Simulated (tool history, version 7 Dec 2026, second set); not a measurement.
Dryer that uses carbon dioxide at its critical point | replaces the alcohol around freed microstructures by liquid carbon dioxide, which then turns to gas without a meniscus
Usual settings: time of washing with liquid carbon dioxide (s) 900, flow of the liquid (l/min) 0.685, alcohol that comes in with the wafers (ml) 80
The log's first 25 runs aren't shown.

run	hour	time of washing with liquid carbon dioxide (s)	flow of the liquid (l/min)	alcohol that comes in with the wafers (ml)	hours of work since the filter was changed	hours of work since the purifier's bed was changed	alcohol left in the vessel before it's heated (ppm by volume)
26	430.7	900	0.673	49	103	667	773
27	440.6	540	0.469	101	110	674	11208
28	463.5	780	0.527	80	125	689	3740
29	486	660	0.685	80	140	704	2963
30	498.2	900	1.16	25	148	712	120
31	521.2	900	0.867	33	164	728	274
32	539.5	840	0.65	95	176	740	2155
33	557.1	840	0.65	95	188	752	2193
34	568.9	840	0.666	95	196	759	2015
35	587	840	0.666	95	208	772	2055
36	597.3	840	0.666	95	214	778	2126
# hour 601.7: inlet filter changed
37	613.9	900	0.556	45	8	789	1115
38	625.4	1140	0.685	80	16	796	434
39	640.4	780	0.558	42	26	807	1614
40	665	780	0.714	42	42	823	817
41	676.9	780	0.714	21	50	831	475
42	687.7	780	0.714	102	57	838	1903
43	700.7	780	0.469	102	66	847	5600
44	717.4	780	0.469	102	77	858	5769
45	727.5	1200	0.685	26	84	865	201
46	747.3	1200	0.685	26	97	878	200
47	768.5	900	0.441	80	111	892	3861

4 ways to go on from here, each from the tool as it stands after run 47. What would each give?
A	780.1	900	0.685	49	119	900	?
B	780.1	900	0.685	25	119	900	?
C	780.1	1260	0.424	115	119	900	?
D	780.1	900	0.73	80	119	900	?

run	alcohol left in the vessel before it's heated (ppm by volume)
A	766
B	452
C	2509
D	972
Without the tool's hidden state the same runs would have given:
run	alcohol left in the vessel before it's heated (ppm by volume)
A	562
B	298
C	2084
D	727
